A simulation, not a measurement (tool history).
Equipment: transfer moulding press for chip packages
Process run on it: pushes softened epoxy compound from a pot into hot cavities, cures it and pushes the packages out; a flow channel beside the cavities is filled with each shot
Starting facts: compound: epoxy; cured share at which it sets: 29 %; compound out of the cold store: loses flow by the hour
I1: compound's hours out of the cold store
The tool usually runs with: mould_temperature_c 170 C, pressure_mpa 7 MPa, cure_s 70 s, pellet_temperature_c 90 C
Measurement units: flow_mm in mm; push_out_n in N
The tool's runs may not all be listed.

run 1 day=0 | mould_temperature_c=170 pressure_mpa=7 cure_s=70 pellet_temperature_c=90 | I1=30 | flow_mm=776 push_out_n=429
run 2 day=0.592 | mould_temperature_c=164 pressure_mpa=7 cure_s=70 pellet_temperature_c=90 | I1=47.6 | flow_mm=706 push_out_n=797
run 3 day=1.262 | mould_temperature_c=170 pressure_mpa=7 cure_s=67 pellet_temperature_c=90 | I1=45 | flow_mm=705 push_out_n=681
run 4 day=1.742 | mould_temperature_c=170 pressure_mpa=6.63 cure_s=70 pellet_temperature_c=90 | I1=14.9 | flow_mm=824 push_out_n=676
run 5 day=2.308 | mould_temperature_c=170 pressure_mpa=6.63 cure_s=70 pellet_temperature_c=90 | I1=43.9 | flow_mm=687 push_out_n=673
-- day=2.942 cavities cleaned with cleaning compound and waxed
run 6 day=2.942 | mould_temperature_c=170 pressure_mpa=6.63 cure_s=70 pellet_temperature_c=90 | I1=15.2 | flow_mm=817 push_out_n=443
-- day=3.254 mould's thermocouples calibrated
run 7 day=3.712 | mould_temperature_c=168 pressure_mpa=7 cure_s=70 pellet_temperature_c=90 | I1=14 | flow_mm=849 push_out_n=686
run 8 day=4.446 | mould_temperature_c=168 pressure_mpa=7 cure_s=70 pellet_temperature_c=90 | I1=44.4 | flow_mm=703 push_out_n=702
run 9 day=5.025 | mould_temperature_c=168 pressure_mpa=7 cure_s=70 pellet_temperature_c=90 | I1=8.6 | flow_mm=874 push_out_n=856
-- day=5.975 cavities cleaned with cleaning compound and waxed
run 10 day=6.192 | mould_temperature_c=170 pressure_mpa=7 cure_s=70 pellet_temperature_c=90 | I1=42.9 | flow_mm=705 push_out_n=464
run 11 day=7.038 | mould_temperature_c=170 pressure_mpa=7 cure_s=70 pellet_temperature_c=81 | I1=43 | flow_mm=704 push_out_n=646
-- day=7.462 plunger's sealing rings changed
run 12 day=7.775 | mould_temperature_c=170 pressure_mpa=7 cure_s=70 pellet_temperature_c=81 | I1=43.5 | flow_mm=716 push_out_n=649
-- day=8.796 mould's thermocouples calibrated, once more
run 13 day=8.838 | mould_temperature_c=170 pressure_mpa=7 cure_s=70 pellet_temperature_c=90 | I1=39.7 | flow_mm=729 push_out_n=696
-- day=9.104 cavities cleaned with cleaning compound and waxed
run 14 day=9.888 | mould_temperature_c=170 pressure_mpa=7 cure_s=70 pellet_temperature_c=90 | I1=18 | flow_mm=828 push_out_n=609
run 15 day=10.725 | mould_temperature_c=170 pressure_mpa=7 cure_s=70 pellet_temperature_c=90 | I1=42.1 | flow_mm=714 push_out_n=645
run 16 day=11.758 | mould_temperature_c=169 pressure_mpa=6.08 cure_s=102 pellet_temperature_c=90 | I1=20.4 | flow_mm=761 push_out_n=519
-- day=12.083 cavities cleaned with cleaning compound and waxed
run 17 day=12.508 | mould_temperature_c=169 pressure_mpa=6.08 cure_s=102 pellet_temperature_c=90 | I1=9.5 | flow_mm=813 push_out_n=407
run 18 day=13.688 | mould_temperature_c=169 pressure_mpa=6.08 cure_s=102 pellet_temperature_c=90 | I1=37.9 | flow_mm=678 push_out_n=489
run 19 day=14.575 | mould_temperature_c=167 pressure_mpa=7 cure_s=75 pellet_temperature_c=96 | I1=18.5 | flow_mm=821 push_out_n=739
-- day=15.042 cavities cleaned with cleaning compound and waxed
run 20 day=15.458 | mould_temperature_c=167 pressure_mpa=7.23 cure_s=75 pellet_temperature_c=84 | I1=47.7 | flow_mm=699 push_out_n=532
-- day=15.942 plunger's sealing rings changed
run 21 day=16.612 | mould_temperature_c=170 pressure_mpa=7 cure_s=68 pellet_temperature_c=99 | I1=17.9 | flow_mm=833 push_out_n=686
run 22 day=17.558 | mould_temperature_c=164 pressure_mpa=7.2 cure_s=70 pellet_temperature_c=98 | I1=33.7 | flow_mm=775 push_out_n=984
-- day=18.167 cavities cleaned with cleaning compound and waxed
run 23 day=18.317 | mould_temperature_c=168 pressure_mpa=7.98 cure_s=70 pellet_temperature_c=98 | I1=29.2 | flow_mm=828 push_out_n=529
run 24 day=19.233 | mould_temperature_c=170 pressure_mpa=7 cure_s=96 pellet_temperature_c=86 | I1=38.8 | flow_mm=729 push_out_n=478
run 25 day=20.312 | mould_temperature_c=172 pressure_mpa=7 cure_s=96 pellet_temperature_c=86 | I1=8.5 | flow_mm=868 push_out_n=502
run 26 day=20.792 | mould_temperature_c=172 pressure_mpa=7 cure_s=96 pellet_temperature_c=81 | I1=42.8 | flow_mm=705 push_out_n=511
-- day=21.154 cavities cleaned with cleaning compound and waxed
run 27 day=21.954 | mould_temperature_c=172 pressure_mpa=7 cure_s=96 pellet_temperature_c=81 | I1=11.2 | flow_mm=853 push_out_n=433

Run 28 comes next. What will it give?
run 28 day=22.883 | mould_temperature_c=170 pressure_mpa=8.34 cure_s=105 pellet_temperature_c=90 | I1=17.9 | flow_mm=? push_out_n=?

{"run 28": {"flow_mm": 899, "push_out_n": 490}}
Had the tool carried no hidden state, the very same run would have given flow_mm 918 mm, push_out_n 316 N.
